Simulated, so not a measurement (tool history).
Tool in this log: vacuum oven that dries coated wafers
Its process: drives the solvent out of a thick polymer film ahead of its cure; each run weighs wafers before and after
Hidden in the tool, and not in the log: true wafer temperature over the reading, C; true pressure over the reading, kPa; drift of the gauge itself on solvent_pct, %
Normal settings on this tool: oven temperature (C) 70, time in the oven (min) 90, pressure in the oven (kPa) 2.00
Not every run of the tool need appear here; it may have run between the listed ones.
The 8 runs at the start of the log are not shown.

run     day  oven temperature (C)  time in the oven (min)  pressure in the oven (kPa)  hours of work since the thermocouples were calibrated  hours of work since the vacuum gauge was cleaned of residue  solvent left in the film (%)
      8.762  -- vacuum gauge cleaned of residue and calibrated, once more
  9   8.771                    70                      90                        2.00                                                   1183                                                            0                          2.94
 10   9.696                    56                      90                        2.00                                                   1201                                                           17                          6.38
 11  11.279                    56                      90                        2.00                                                   1230                                                           46                          6.38
 12  12.254                    70                      90                        1.17                                                   1247                                                           64                          2.73
 13  13.025                    70                      90                        1.17                                                   1262                                                           78                          2.71
 14  14.258                    70                     149                        2.00                                                   1284                                                          101                          1.46
 15  14.988                    70                     138                        2.00                                                   1298                                                          114                          1.64
 16  16.496                    70                     145                        2.00                                                   1325                                                          142                          1.51
 17  17.496                    70                     145                        2.00                                                   1344                                                          160                          1.52
 18  19.042                    70                     145                        2.00                                                   1372                                                          189                          1.51
 19  20.092                    70                     145                        2.00                                                   1392                                                          208                          1.51
 20  21.271                    70                     145                        2.00                                                   1413                                                          230                          1.54
 21  22.083                    70                     145                        2.00                                                   1428                                                          245                          1.49

What does the tool deliver on the next run?
 22  22.796                    70                     145                        2.00                                                   1441                                                          258                             ?

solvent left in the film (%): 1.52
If the tool had no hidden condition, the same run with the same run-to-run variation would have returned solvent left in the film (%) 1.73.
